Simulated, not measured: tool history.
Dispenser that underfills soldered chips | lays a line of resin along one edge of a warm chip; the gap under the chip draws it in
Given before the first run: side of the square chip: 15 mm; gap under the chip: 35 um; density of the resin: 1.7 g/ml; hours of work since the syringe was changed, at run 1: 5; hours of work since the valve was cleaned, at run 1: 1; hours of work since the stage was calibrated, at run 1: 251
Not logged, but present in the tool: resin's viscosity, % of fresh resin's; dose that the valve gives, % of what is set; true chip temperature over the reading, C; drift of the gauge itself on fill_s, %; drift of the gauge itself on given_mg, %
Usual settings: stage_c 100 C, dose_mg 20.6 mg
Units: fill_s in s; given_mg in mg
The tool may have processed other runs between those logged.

| run | hour | stage_c | dose_mg | hours of work since the syringe was changed | hours of work since the valve was cleaned | hours of work since the stage was calibrated | fill_s | given_mg |
|---|---|---|---|---|---|---|---|---|
| 1 | 0.0 | 100 | 20.6 | 5 | 1 | 251 | 519.7 | 20.76 |
|  | 5.2 | new syringe of resin |
| 2 | 7.7 | 100 | 20.6 | 2 | 6 | 256 | 463.0 | 20.56 |
|  | 18.5 | new syringe of resin |
| 3 | 19.4 | 100 | 20.6 | 1 | 13 | 263 | 434.1 | 20.50 |
| 4 | 29.7 | 102 | 20.6 | 7 | 20 | 270 | 509.1 | 20.43 |
|  | 32.2 | new syringe of resin |
| 5 | 35.3 | 100 | 20.6 | 2 | 23 | 273 | 457.3 | 20.24 |
| 6 | 43.8 | 100 | 23.8 | 7 | 28 | 278 | 552.1 | 23.30 |
|  | 45.8 | new syringe of resin |
| 7 | 50.0 | 100 | 23.8 | 3 | 32 | 282 | 466.0 | 23.29 |
| 8 | 56.9 | 100 | 23.8 | 7 | 36 | 286 | 545.5 | 23.17 |
|  | 59.0 | new syringe of resin |
| 9 | 62.8 | 100 | 23.8 | 2 | 40 | 290 | 462.4 | 23.10 |
|  | 72.9 | new syringe of resin |
| 10 | 74.0 | 100 | 26.2 | 1 | 47 | 297 | 432.1 | 25.34 |
| 11 | 83.5 | 100 | 26.2 | 7 | 53 | 303 | 546.6 | 25.03 |
|  | 86.3 | new syringe of resin |
| 12 | 91.0 | 100 | 26.2 | 3 | 57 | 307 | 472.0 | 25.16 |
| 13 | 97.2 | 113 | 23.2 | 7 | 61 | 311 | 354.6 | 21.95 |
|  | 99.4 | new syringe of resin |
| 14 | 106.8 | 99 | 18.3 | 5 | 67 | 317 | 557.6 | 17.28 |
|  | 113.2 | new syringe of resin |
| 15 | 115.7 | 93 | 18.5 | 2 | 72 | 322 | 608.0 | 17.23 |
|  | 126.3 | new syringe of resin |
| 16 | 126.3 | 115 | 20.4 | 0 | 79 | 329 | 257.4 | 19.08 |
| 17 | 134.4 | 99 | 25.4 | 5 | 84 | 334 | 523.3 | 23.57 |
|  | 140.4 | new syringe of resin |
| 18 | 142.6 | 105 | 25.3 | 1 | 89 | 339 | 380.7 | 23.47 |
| 19 | 152.7 | 98 | 26.1 | 8 | 95 | 345 | 607.1 | 24.18 |
|  | 154.0 | new syringe of resin |
| 20 | 166.0 | 95 | 21.1 | 8 | 103 | 353 | 685.2 | 19.44 |
|  | 167.1 | new syringe of resin |
| 21 | 174.8 | 107 | 23.8 | 5 | 108 | 359 | 411.1 | 21.70 |

Below, each run's measurement less what the same run would have read without the hidden state. Both values contain the same run-to-run variation, but the gauge's scatter may not be the same in both:
| run | fill_s | given_mg |
|---|---|---|
| 1 | +108.6 | -0.01 |
| 2 | +43.6 | -0.09 |
| 3 | +22.4 | -0.19 |
| 4 | +128.2 | -0.30 |
| 5 | +46.7 | -0.36 |
| 6 | +143.6 | -0.52 |
| 7 | +60.9 | -0.60 |
| 8 | +140.5 | -0.68 |
| 9 | +56.1 | -0.76 |
| 10 | +28.7 | -0.98 |
| 11 | +136.0 | -1.11 |
| 12 | +63.8 | -1.23 |
| 13 | +88.0 | -1.15 |
| 14 | +117.9 | -1.00 |
| 15 | +66.5 | -1.08 |
| 16 | +9.7 | -1.31 |
| 17 | +103.9 | -1.74 |
| 18 | +33.9 | -1.85 |
| 19 | +169.6 | -2.05 |
| 20 | +198.4 | -1.81 |
| 21 | +85.4 | -2.14 |
